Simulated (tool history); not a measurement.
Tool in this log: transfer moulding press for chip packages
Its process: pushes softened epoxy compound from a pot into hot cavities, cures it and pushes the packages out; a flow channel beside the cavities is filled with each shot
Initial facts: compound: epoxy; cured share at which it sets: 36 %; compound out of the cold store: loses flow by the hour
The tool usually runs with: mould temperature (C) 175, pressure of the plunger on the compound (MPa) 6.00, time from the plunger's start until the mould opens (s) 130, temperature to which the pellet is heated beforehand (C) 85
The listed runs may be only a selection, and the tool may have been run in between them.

run	hour	mould temperature (C)	pressure of the plunger on the compound (MPa)	time from the plunger's start until the mould opens (s)	temperature to which the pellet is heated beforehand (C)	incoming compound's hours out of the cold store	length that the compound runs in the flow channel (mm)	greatest force on the pins that push the packages out (N)
1	0.0	175	6.00	130	85	38.1	613	281
2	51.2	175	6.00	130	85	41.5	590	375
3	102.4	175	6.00	130	85	20.2	633	421
# hour 123.5: mould's thermocouples calibrated
4	167.8	175	6.00	130	85	18.0	641	448
# hour 184.3: cavities cleaned with cleaning compound and waxed
5	226.8	175	6.00	130	85	41.2	581	353
6	285.4	175	6.00	130	85	26.5	604	408
# hour 312.2: mould's thermocouples calibrated, once more
7	319.6	175	6.00	130	85	11.1	642	430
# hour 326.5: plunger's sealing rings changed
# hour 374.0: cavities cleaned with cleaning compound and waxed
8	390.4	175	6.00	130	85	26.1	683	296
9	427.9	175	6.00	130	85	44.8	635	357
10	471.4	179	6.00	130	85	16.1	689	357
11	533.9	179	6.00	163	85	41.0	627	352
# hour 555.2: cavities cleaned with cleaning compound and waxed
12	586.1	179	6.00	163	85	19.9	671	277
13	627.3	175	6.00	144	85	11.0	709	349
14	672.7	175	6.00	144	85	23.8	671	386
15	728.5	175	6.00	138	89	29.3	653	408
# hour 737.0: cavities cleaned with cleaning compound and waxed
16	769.3	175	6.00	138	89	39.1	629	303
17	813.0	174	4.97	125	90	43.3	563	397
18	843.2	174	4.97	125	90	14.5	629	478
19	883.8	174	4.97	125	90	34.7	570	447
# hour 922.9: cavities cleaned with cleaning compound and waxed
20	942.4	178	5.18	125	79	11.1	619	290
21	1005.0	175	7.06	141	95	42.3	660	363
22	1073.0	175	7.06	141	95	41.0	651	395
# hour 1105.7: cavities cleaned with cleaning compound and waxed
23	1142.0	175	7.43	164	95	43.9	665	273
24	1203.5	175	7.43	164	95	12.2	735	361
25	1233.5	175	7.43	164	95	23.4	698	360
# hour 1287.7: cavities cleaned with cleaning compound and waxed
26	1289.2	167	4.82	164	95	24.1	587	302
27	1347.1	183	4.60	145	75	45.9	485	299

Branching from run 27: 5 alternative next runs. What would each branch give?
# hour 1373.1: mould's thermocouples calibrated
A	1386.0	183	4.60	129	75	26.2	?	?
# hour 1373.1: mould's thermocouples calibrated
B	1386.0	168	4.60	145	75	45.4	?	?
# hour 1373.1: mould's thermocouples calibrated
C	1386.0	183	4.60	115	91	31.4	?	?
# hour 1373.1: mould's thermocouples calibrated
D	1386.0	175	6.63	157	85	45.0	?	?
# hour 1373.1: mould's thermocouples calibrated
E	1386.0	183	7.45	130	85	39.7	?	?

run	length that the compound runs in the flow channel (mm)	greatest force on the pins that push the packages out (N)
A	521	337
B	525	458
C	513	348
D	593	350
E	627	343
Without the tool's hidden state the same runs would have given:
run	length that the compound runs in the flow channel (mm)	greatest force on the pins that push the packages out (N)
A	583	220
B	588	300
C	574	228
D	665	229
E	702	225

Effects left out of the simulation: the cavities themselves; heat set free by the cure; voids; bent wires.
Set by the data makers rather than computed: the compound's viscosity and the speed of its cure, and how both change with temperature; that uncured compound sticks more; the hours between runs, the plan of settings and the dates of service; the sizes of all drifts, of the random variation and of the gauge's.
